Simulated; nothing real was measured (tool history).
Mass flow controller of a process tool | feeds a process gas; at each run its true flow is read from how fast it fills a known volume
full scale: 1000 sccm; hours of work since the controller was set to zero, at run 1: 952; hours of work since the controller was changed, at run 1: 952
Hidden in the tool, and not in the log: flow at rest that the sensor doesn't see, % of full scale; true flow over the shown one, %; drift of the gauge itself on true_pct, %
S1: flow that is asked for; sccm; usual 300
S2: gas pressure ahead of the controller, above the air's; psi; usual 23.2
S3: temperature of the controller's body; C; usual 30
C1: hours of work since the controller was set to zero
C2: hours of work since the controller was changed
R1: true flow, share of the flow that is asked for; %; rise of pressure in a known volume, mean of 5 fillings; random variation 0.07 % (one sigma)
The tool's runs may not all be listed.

run    hour   S1    S2  S3    C1    C2      R1
  1     0.0  300  23.2  30   952   952   98.19
  2    77.1  300  23.2  30   982   982   98.21
  3   230.9  300  23.2  30  1041  1041   98.10
  4   327.7  300  22.3  30  1079  1079   98.14
  5   402.6  300  22.3  30  1108  1108   98.10
  6   565.0  300  34.7  30  1170  1170   98.28
  7   686.0  256  34.7  30  1217  1217   97.99
  8   765.9  256  34.7  30  1248  1248   97.99
  9   925.4  256  34.7  30  1309  1309   97.81
 10  1048.7  300  23.2  32  1357  1357   98.23
 11  1131.5  300  23.2  24  1389  1389   97.49
 12  1207.5  300  23.2  24  1418  1418   97.50
 13  1324.5  170  23.2  30  1464  1464   97.14
 14  1475.5  300  23.2  30  1522  1522   97.89
 15  1597.1  300  23.2  30  1569  1569   98.14
 16  1694.8  300  23.2  30  1607  1607   97.91
 17  1848.6  300  23.2  30  1666  1666   98.05
 18  1999.8  300  23.2  30  1724  1724   97.95
 19  2076.4  300  23.2  30  1754  1754   97.96
 20  2217.8  347  23.2  30  1809  1809   98.16
 21  2358.2  300  23.2  30  1863  1863   98.01
 22  2426.0  300  23.2  30  1889  1889   97.84
 23  2589.5  300  23.2  30  1952  1952   97.92
 24  2748.0  300  23.2  30  2013  2013   97.94
 25  2822.3  300  23.2  30  2042  2042   97.86
 26  2981.4  498  23.2  22  2104  2104   98.12
 27  3138.2  815  34.4  30  2164  2164  100.07
 28  3259.2  815  34.4  30  2211  2211  100.14
 29  3384.1  925  31.9  30  2259  2259  100.40
 30  3512.5  925  31.9  30  2309  2309  100.34
 31  3616.1  241  31.9  20  2349  2349   96.41
 32  3687.4  138  23.2  37  2376  2376   96.59
 33  3764.2  842  34.1  39  2406  2406  101.02
     3777.8  -- controller's zero set anew
 34  3834.9  181  39.3  23    22  2433   95.86
 35  3950.7  105  32.8  29    67  2478   94.13
 36  4029.8  645  34.8  39    97  2508  100.25
 37  4120.0  155  25.2  26   132  2543   95.36
     4209.8  -- controller's zero set anew, once more
 38  4225.9  255  32.9  20     6  2584   98.14
 39  4334.0  133  23.5  21    48  2626   97.83
 40  4402.8  319  39.9  30    75  2652   99.22
 41  4544.7  319  39.9  30   129  2707   99.26
 42  4623.6  140  22.3  28   160  2737   98.35
 43  4753.3  140  22.3  28   210  2787   98.29
 44  4858.5  887  23.2  39   251  2828  101.65
 45  4950.3  887  23.2  39   286  2864  101.59
 46  5109.9  887  23.2  39   348  2925  101.51
 47  5187.1  300  29.3  30   377  2955   99.03
 48  5284.5  558  28.7  30   415  2993   99.87
 49  5423.2  102  20.7  24   469  3046   97.33

Hidden state or all else? Some run-to-run changes of R1, split into what the settings, what came in and random variation would give without the hidden state, and what is left for the hidden state (with any gauge scatter that isn't in both results):
Run 33 -> 34: S1 842 -> 181, S2 34.1 -> 39.3, S3 39 -> 23, controller's zero set anew. R1 -5.16 %: hidden state -2.11, all else -3.05.
Run 35 -> 36: S1 105 -> 645, S2 32.8 -> 34.8, S3 29 -> 39. R1 +6.12 %: hidden state +3.76, all else +2.36.
Run 36 -> 37: S1 645 -> 155, S2 34.8 -> 25.2, S3 39 -> 26. R1 -4.89 %: hidden state -2.35, all else -2.54.
Run 37 -> 38: S1 155 -> 255, S2 25.2 -> 32.9, S3 26 -> 20, controller's zero set anew, once more. R1 +2.78 %: hidden state +3.08, all else -0.30.

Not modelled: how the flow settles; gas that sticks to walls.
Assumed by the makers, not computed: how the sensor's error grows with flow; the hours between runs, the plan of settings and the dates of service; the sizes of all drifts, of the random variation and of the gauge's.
